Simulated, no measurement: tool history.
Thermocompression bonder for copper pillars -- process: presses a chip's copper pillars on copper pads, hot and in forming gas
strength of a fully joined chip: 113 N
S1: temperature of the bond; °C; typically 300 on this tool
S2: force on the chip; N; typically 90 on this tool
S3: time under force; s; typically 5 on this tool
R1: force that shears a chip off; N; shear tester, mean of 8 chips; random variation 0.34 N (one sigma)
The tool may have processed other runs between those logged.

Run 1, hour 0.0: usual settings. Result: R1 69.0 N.
Run 2, hour 15.5: usual settings. Result: R1 68.4 N.
Run 3, hour 26.5: usual settings. Result: R1 68.7 N.
Run 4, hour 47.9: usual settings. Result: R1 68.9 N.
Run 5, hour 66.1: usual settings. Result: R1 68.6 N.
Run 6, hour 85.1: usual settings but S1 290 °C. Result: R1 62.0 N.
Run 7, hour 107.2: usual settings but S1 290 °C. Result: R1 61.1 N.
Run 8, hour 124.0: usual settings but S1 290 °C, S3 4 s. Result: R1 57.8 N.
Run 9, hour 133.6: usual settings but S2 62 N. Result: R1 54.3 N.
Run 10, hour 153.0: usual settings but S1 273 °C, S2 100 N, S3 4 s. Result: R1 49.3 N.
Run 11, hour 162.7: usual settings but S1 273 °C, S2 100 N, S3 4 s. Result: R1 49.4 N.
Run 12, hour 180.3: usual settings. Result: R1 68.8 N.
Run 13, hour 192.6: usual settings but S3 6 s. Result: R1 73.1 N.
Run 14, hour 207.7: usual settings but S3 6 s. Result: R1 73.3 N.
Run 15, hour 220.8: usual settings but S3 6 s. Result: R1 72.4 N.
Run 16, hour 237.9: usual settings but S3 6 s. Result: R1 73.3 N.

The log once held 1 entry between its listed runs, left out of this copy. Where does each go, and what is different about the tool's unlogged condition between the listed run before it and the listed run after it?
Logged between run 15 and run 16: forming gas filter changed (hour 234.1)
  oxide that the forming gas leaves, % of the face: 0.66 -> 0.5; drift of the gauge itself on shear_n, %: 0.87 -> 0.93
  measured minus no-state result, R1: +0.5 -> +0.8 N

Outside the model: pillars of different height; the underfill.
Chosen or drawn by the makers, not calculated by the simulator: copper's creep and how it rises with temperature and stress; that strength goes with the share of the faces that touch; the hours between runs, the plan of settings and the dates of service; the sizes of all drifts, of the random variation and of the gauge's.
